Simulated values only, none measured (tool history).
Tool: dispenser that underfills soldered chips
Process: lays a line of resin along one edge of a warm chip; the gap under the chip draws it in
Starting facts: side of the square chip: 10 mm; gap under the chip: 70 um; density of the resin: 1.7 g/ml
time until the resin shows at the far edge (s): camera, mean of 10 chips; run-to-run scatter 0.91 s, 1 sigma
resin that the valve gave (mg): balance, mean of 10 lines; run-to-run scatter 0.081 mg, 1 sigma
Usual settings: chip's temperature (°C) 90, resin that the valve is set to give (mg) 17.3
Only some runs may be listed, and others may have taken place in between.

run	hour	chip's temperature (°C)	resin that the valve is set to give (mg)	time until the resin shows at the far edge (s)	resin that the valve gave (mg)
1	0.0	90	17.3	99.1	17.07
2	8.4	90	17.3	132.4	17.08
# hour 11.4: new syringe of resin
3	15.6	90	17.9	101.8	17.54
4	23.1	82	17.3	175.0	16.96
# hour 25.4: new syringe of resin
5	32.5	90	17.3	114.2	16.78
# hour 39.8: new syringe of resin
6	43.5	90	20.8	98.2	20.15
7	48.5	90	20.8	117.9	19.93
# hour 53.8: new syringe of resin
8	55.9	90	18.3	96.4	17.65
9	63.3	90	18.3	120.8	17.54
# hour 67.8: new syringe of resin
10	69.8	90	18.3	96.3	17.36
11	79.0	90	18.3	130.8	17.54
# hour 81.9: new syringe of resin
12	84.0	90	18.3	95.7	17.53
13	89.9	105	18.3	68.7	17.34
# hour 96.1: new syringe of resin
14	97.6	90	15.6	100.5	14.68
15	103.5	90	15.6	119.9	14.61
# hour 109.8: new syringe of resin
16	109.8	103	15.0	62.9	14.04
17	119.0	91	15.8	124.1	14.67
# hour 124.1: new syringe of resin
18	130.0	100	15.3	82.4	14.17
19	134.9	103	19.9	83.2	18.46
# hour 138.6: new syringe of resin
20	143.6	76	19.9	170.6	18.44
# hour 152.8: new syringe of resin
21	154.3	83	17.3	125.2	15.77
22	164.7	83	17.3	173.9	15.84
# hour 166.6: new syringe of resin
# hour 171.6: dispensing valve cleaned and set on the balance
23	176.4	86	22.0	138.0	21.98
# hour 181.5: new syringe of resin
24	184.0	84	17.6	125.5	17.52
25	193.8	102	15.3	98.0	15.12
# hour 195.7: new syringe of resin
26	203.2	102	15.3	82.6	15.14
27	208.0	99	19.6	100.5	19.12
# hour 210.2: new syringe of resin
28	218.5	99	19.6	87.5	19.14
# hour 224.4: new syringe of resin
29	228.0	76	14.7	179.4	14.34

Measured less the same run without the tool's hidden state. The same run-to-run variation is in both; the gauge's scatter may not be:
What the log doesn't record here: resin's viscosity, % of fresh resin's; dose that the valve gives, % of what is set; true chip temperature over the reading, C; drift of the gauge itself on fill_s, %; drift of the gauge itself on given_mg, %.
run	time until the resin shows at the far edge (s)	resin that the valve gave (mg)
1	+12.8	-0.18
2	+45.4	-0.26
3	+16.3	-0.31
4	+61.0	-0.37
5	+29.0	-0.45
6	+14.6	-0.65
7	+33.2	-0.69
8	+10.3	-0.68
9	+36.9	-0.75
10	+10.4	-0.80
11	+45.6	-0.89
12	+9.4	-0.93
13	+18.0	-0.98
14	+11.8	-0.89
15	+33.3	-0.94
16	+4.2	-0.95
17	+39.0	-1.06
18	+19.0	-1.10
19	+27.8	-1.48
20	+34.5	-1.56
21	+14.1	-1.42
22	+65.4	-1.52
23	+39.7	-0.05
24	+18.4	-0.10
25	+37.7	-0.16
26	+21.8	-0.22
27	+37.2	-0.32
28	+24.8	-0.41
29	+33.1	-0.37
